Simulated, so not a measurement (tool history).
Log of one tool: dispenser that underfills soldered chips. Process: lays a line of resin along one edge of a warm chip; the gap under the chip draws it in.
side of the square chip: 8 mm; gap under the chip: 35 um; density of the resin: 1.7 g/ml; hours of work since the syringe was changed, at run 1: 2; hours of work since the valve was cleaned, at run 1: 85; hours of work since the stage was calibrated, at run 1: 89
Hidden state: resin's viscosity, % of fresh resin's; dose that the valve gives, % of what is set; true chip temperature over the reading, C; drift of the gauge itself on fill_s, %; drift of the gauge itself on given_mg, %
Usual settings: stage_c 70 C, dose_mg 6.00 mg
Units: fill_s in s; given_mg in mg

run   hour  stage_c  dose_mg  hours of work since the syringe was changed  hours of work since the valve was cleaned  hours of work since the stage was calibrated  fill_s  given_mg
  1    0.0       70     6.00                                            2                                         85                                            89    50.1      5.54
  2   11.4       70     5.62                                           10                                         93                                            97    66.8      5.12
      13.9  -- new syringe of resin
  3   20.5       70     5.62                                            5                                        100                                           103    54.7      5.15
      30.4  -- new syringe of resin
      32.5  -- dispensing valve cleaned and set on the balance
  4   37.2       70     5.62                                            4                                          3                                           114    53.0      5.68
  5   44.9       70     5.62                                            9                                          9                                           119    63.8      5.53
      48.5  -- new syringe of resin
  6   55.7       70     5.62                                            5                                         16                                           126    55.1      5.56
  7   62.3       70     5.62                                           10                                         21                                           131    64.5      5.55
      65.3  -- new syringe of resin
  8   73.6       70     5.62                                            6                                         28                                           139    57.7      5.51
      81.7  -- new syringe of resin
  9   84.2       70     5.62                                            2                                         36                                           146    49.3      5.47
 10   90.5       70     6.00                                            6                                         40                                           150    56.7      5.83
      98.3  -- new syringe of resin
 11   99.9       82     6.00                                            1                                         46                                           157    32.1      5.71
 12  107.3       82     6.00                                            6                                         52                                           162    38.1      5.71
     115.0  -- new syringe of resin
 13  122.3       82     6.00                                            5                                         62                                           172    36.0      5.82
 14  131.0       82     6.00                                           11                                         68                                           178    46.3      5.60
     132.0  -- new syringe of resin
 15  145.8       70     7.28                                           10                                         78                                           188    62.5      6.86
     148.9  -- new syringe of resin
 16  155.6       71     7.19                                            5                                         85                                           195    51.2      6.66
 17  162.5       59     7.44                                           10                                         90                                           200    94.4      6.90
     165.8  -- new syringe of resin
 18  177.6       55     6.79                                            8                                        100                                           210   105.2      6.26
     182.2  -- new syringe of resin
     189.1  -- dispensing valve cleaned and set on the balance
 19  194.1       61     7.27                                            8                                          4                                           221    82.3      7.29
     200.3  -- new syringe of resin
 20  201.4       57     5.43                                            1                                          8                                           226    77.7      5.42
 21  212.6       75     6.60                                            9                                         16                                           234    50.7      6.49
     217.0  -- new syringe of resin
 22  226.1       80     5.62                                            6                                         26                                           243    42.6      5.60
 23  232.7       79     5.93                                           11                                         30                                           248    49.8      5.74
     234.4  -- new syringe of resin
 24  239.6       58     7.28                                            4                                         35                                           252    79.5      7.02
 25  248.2       58     7.28                                           10                                         41                                           258    99.7      7.04
     251.2  -- new syringe of resin
 26  262.6       58     7.28                                            8                                         51                                           268    94.4      6.90
     267.9  -- new syringe of resin
 27  276.4       74     7.22                                            6                                         60                                           277    50.5      6.84
     284.5  -- new syringe of resin
 28  291.1       62     6.57                                            5                                         70                                           288    71.9      6.18
     300.9  -- new syringe of resin
 29  300.9       78     6.53                                            0                                         77                                           294    35.3      6.09

Hidden state at the last listed run before each entry between runs and at the first one after, where it differs:
Between runs 2 and 3: new syringe of resin (hour 13.9)
  resin's viscosity, % of fresh resin's: 142.6 -> 117.7; dose that the valve gives, % of what is set: 91.53 -> 90.99; true chip temperature over the reading, C: -0.44 -> -0.47
  measured less the result without the state, fill_s: +21.5 -> +9.9 s; given_mg: -0.48 -> -0.51 mg
Between runs 3 and 4: new syringe of resin (hour 30.4); dispensing valve cleaned and set on the balance (hour 32.5)
  resin's viscosity, % of fresh resin's: 117.7 -> 115.7; dose that the valve gives, % of what is set: 90.99 -> 99.87; true chip temperature over the reading, C: -0.47 -> -0.52
  measured less the result without the state, fill_s: +9.9 -> +8.0 s; given_mg: -0.51 -> -0.01 mg
Between runs 5 and 6: new syringe of resin (hour 48.5)
  resin's viscosity, % of fresh resin's: 139.5 -> 119.2; dose that the valve gives, % of what is set: 99.39 -> 98.7; true chip temperature over the reading, C: -0.55 -> -0.59
  measured less the result without the state, fill_s: +18.9 -> +9.8 s; given_mg: -0.03 -> -0.07 mg
Between runs 7 and 8: new syringe of resin (hour 65.3)
  resin's viscosity, % of fresh resin's: 140.2 -> 123.2; dose that the valve gives, % of what is set: 98.32 -> 97.7; true chip temperature over the reading, C: -0.61 -> -0.66
  measured less the result without the state, fill_s: +19.6 -> +12.1 s; given_mg: -0.09 -> -0.13 mg
Between runs 8 and 9: new syringe of resin (hour 81.7)
  resin's viscosity, % of fresh resin's: 123.2 -> 106.1; dose that the valve gives, % of what is set: 97.7 -> 97.08; true chip temperature over the reading, C: -0.66 -> -0.69
  measured less the result without the state, fill_s: +12.1 -> +4.2 s; given_mg: -0.13 -> -0.17 mg
Between runs 10 and 11: new syringe of resin (hour 98.3)
  resin's viscosity, % of fresh resin's: 123.8 -> 104.1; dose that the valve gives, % of what is set: 96.68 -> 96.09; true chip temperature over the reading, C: -0.71 -> -0.75
  measured less the result without the state, fill_s: +12.2 -> +2.2 s; given_mg: -0.19 -> -0.23 mg
Between runs 12 and 13: new syringe of resin (hour 115.0)
  resin's viscosity, % of fresh resin's: 124.8 -> 118.7; dose that the valve gives, % of what is set: 95.67 -> 94.9; true chip temperature over the reading, C: -0.77 -> -0.82
  measured less the result without the state, fill_s: +8.6 -> +6.7 s; given_mg: -0.27 -> -0.30 mg
Between runs 14 and 15: new syringe of resin (hour 132.0)
  resin's viscosity, % of fresh resin's: 146.7 -> 139.7; dose that the valve gives, % of what is set: 94.43 -> 93.59; true chip temperature over the reading, C: -0.85 -> -0.91
  measured less the result without the state, fill_s: +15.7 -> +19.3 s; given_mg: -0.33 -> -0.47 mg
Between runs 15 and 16: new syringe of resin (hour 148.9)
  resin's viscosity, % of fresh resin's: 139.7 -> 117.3; dose that the valve gives, % of what is set: 93.59 -> 93.04; true chip temperature over the reading, C: -0.91 -> -0.94
  measured less the result without the state, fill_s: +19.3 -> +9.1 s; given_mg: -0.47 -> -0.49 mg
Between runs 17 and 18: new syringe of resin (hour 165.8)
  resin's viscosity, % of fresh resin's: 138.9 -> 132.1; dose that the valve gives, % of what is set: 92.63 -> 91.76; true chip temperature over the reading, C: -0.97 -> -1.02
  measured less the result without the state, fill_s: +29.0 -> +29.2 s; given_mg: -0.55 -> -0.56 mg
Between runs 18 and 19: new syringe of resin (hour 182.2); dispensing valve cleaned and set on the balance (hour 189.1)
  resin's viscosity, % of fresh resin's: 132.1 -> 130.9; dose that the valve gives, % of what is set: 91.76 -> 99.88; true chip temperature over the reading, C: -1.02 -> -1.07
  measured less the result without the state, fill_s: +29.2 -> +21.9 s; given_mg: -0.56 -> -0.01 mg
Between runs 19 and 20: new syringe of resin (hour 200.3)
  resin's viscosity, % of fresh resin's: 130.9 -> 102.5; dose that the valve gives, % of what is set: 99.88 -> 99.44; true chip temperature over the reading, C: -1.07 -> -1.1
  measured less the result without the state, fill_s: +21.9 -> +5.1 s; given_mg: -0.01 -> -0.03 mg
Between runs 21 and 22: new syringe of resin (hour 217.0)
  resin's viscosity, % of fresh resin's: 134.6 -> 125.3; dose that the valve gives, % of what is set: 98.83 -> 97.98; true chip temperature over the reading, C: -1.14 -> -1.19
  measured less the result without the state, fill_s: +14.7 -> +10.2 s; given_mg: -0.08 -> -0.11 mg
Between runs 23 and 24: new syringe of resin (hour 234.4)
  resin's viscosity, % of fresh resin's: 147.2 -> 113.2; dose that the valve gives, % of what is set: 97.54 -> 97.18; true chip temperature over the reading, C: -1.22 -> -1.24
  measured less the result without the state, fill_s: +17.6 -> +12.6 s; given_mg: -0.15 -> -0.20 mg
Between runs 25 and 26: new syringe of resin (hour 251.2)
  resin's viscosity, % of fresh resin's: 139.7 -> 131; dose that the valve gives, % of what is set: 96.71 -> 95.94; true chip temperature over the reading, C: -1.27 -> -1.33
  measured less the result without the state, fill_s: +31.7 -> +25.9 s; given_mg: -0.24 -> -0.29 mg
Between runs 26 and 27: new syringe of resin (hour 267.9)
  resin's viscosity, % of fresh resin's: 131 -> 124.6; dose that the valve gives, % of what is set: 95.94 -> 95.09; true chip temperature over the reading, C: -1.33 -> -1.37
  measured less the result without the state, fill_s: +25.9 -> +11.8 s; given_mg: -0.29 -> -0.35 mg
Between runs 27 and 28: new syringe of resin (hour 284.5)
  resin's viscosity, % of fresh resin's: 124.6 -> 117.5; dose that the valve gives, % of what is set: 95.09 -> 94.24; true chip temperature over the reading, C: -1.37 -> -1.42
  measured less the result without the state, fill_s: +11.8 -> +14.1 s; given_mg: -0.35 -> -0.38 mg
Between runs 28 and 29: new syringe of resin (hour 300.9)
  resin's viscosity, % of fresh resin's: 117.5 -> 99.9; dose that the valve gives, % of what is set: 94.24 -> 93.62; true chip temperature over the reading, C: -1.42 -> -1.46
  measured less the result without the state, fill_s: +14.1 -> +1.9 s; given_mg: -0.38 -> -0.42 mg
